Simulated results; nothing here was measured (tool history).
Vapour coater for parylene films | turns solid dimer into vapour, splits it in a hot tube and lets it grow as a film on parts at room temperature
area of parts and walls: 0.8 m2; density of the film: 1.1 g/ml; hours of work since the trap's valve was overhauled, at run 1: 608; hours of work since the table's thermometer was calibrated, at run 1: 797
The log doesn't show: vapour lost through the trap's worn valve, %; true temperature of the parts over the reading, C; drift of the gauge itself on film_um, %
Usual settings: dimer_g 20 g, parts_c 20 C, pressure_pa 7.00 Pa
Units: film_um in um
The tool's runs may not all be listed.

run   hour  dimer_g  parts_c  pressure_pa  hours of work since the trap's valve was overhauled  hours of work since the table's thermometer was calibrated  film_um
  1    0.0       20       20         7.00                                                  608                                                         797    11.77
  2   13.5       20       20         7.00                                                  619                                                         807    12.02
      18.7  -- trap's valve overhauled
  3   44.2       20       20         7.00                                                   20                                                         828    12.10
  4   58.9       20       20         7.00                                                   32                                                         840    12.03
  5   84.2       20       20         7.00                                                   51                                                         859    12.03
  6  103.7       20       20         7.00                                                   67                                                         875    12.18
  7  116.5       20       20         7.00                                                   77                                                         885    12.07
  8  136.9       29       20         7.00                                                   93                                                         901    17.38
  9  149.8       29       20         7.00                                                  103                                                         911    17.32
 10  168.6       29       20         7.00                                                  117                                                         926    17.52
 11  184.3       20       20         7.00                                                  130                                                         938    12.12
 12  209.4       20       20         7.00                                                  149                                                         958    12.10
 13  236.7       20       20         7.00                                                  171                                                         979    12.12
 14  262.1       13       14         5.20                                                  191                                                         999     9.86
 15  289.7       13       14         5.20                                                  212                                                        1021     9.71
 16  315.9       13       24         4.79                                                  233                                                        1041     7.38
     318.6  -- table's thermometer calibrated
 17  344.9       13       24         4.79                                                  255                                                          21     7.33
 18  364.1        9       24         4.79                                                  270                                                          36     5.05
 19  378.0       20       17         3.25                                                  281                                                          47    14.63
 20  393.0        9       24         3.79                                                  293                                                          58     5.24
 21  408.3        9       27         2.30                                                  305                                                          70     5.10
 22  437.1        8       20         2.65                                                  327                                                          93     5.52
 23  457.4       11       13         7.00                                                  343                                                         109     8.27
 24  475.9       11       30         2.58                                                  358                                                         123     5.57
 25  495.9       10       17         4.82                                                  373                                                         139     6.90
 26  522.8       10       17         4.82                                                  394                                                         160     6.90

Forecast each of these 3 alternatives for the next run:
  A  534.8       13       24         4.14                                                  404                                                         169        ?
  B  534.8       20       20         2.20                                                  404                                                         169        ?
  C  534.8       22       15         4.82                                                  404                                                         169        ?

run  film_um
  A     7.45
  B    14.09
  C    16.30
Without the tool's hidden state the same runs would have given:
run  film_um
  A     7.46
  B    14.12
  C    16.33

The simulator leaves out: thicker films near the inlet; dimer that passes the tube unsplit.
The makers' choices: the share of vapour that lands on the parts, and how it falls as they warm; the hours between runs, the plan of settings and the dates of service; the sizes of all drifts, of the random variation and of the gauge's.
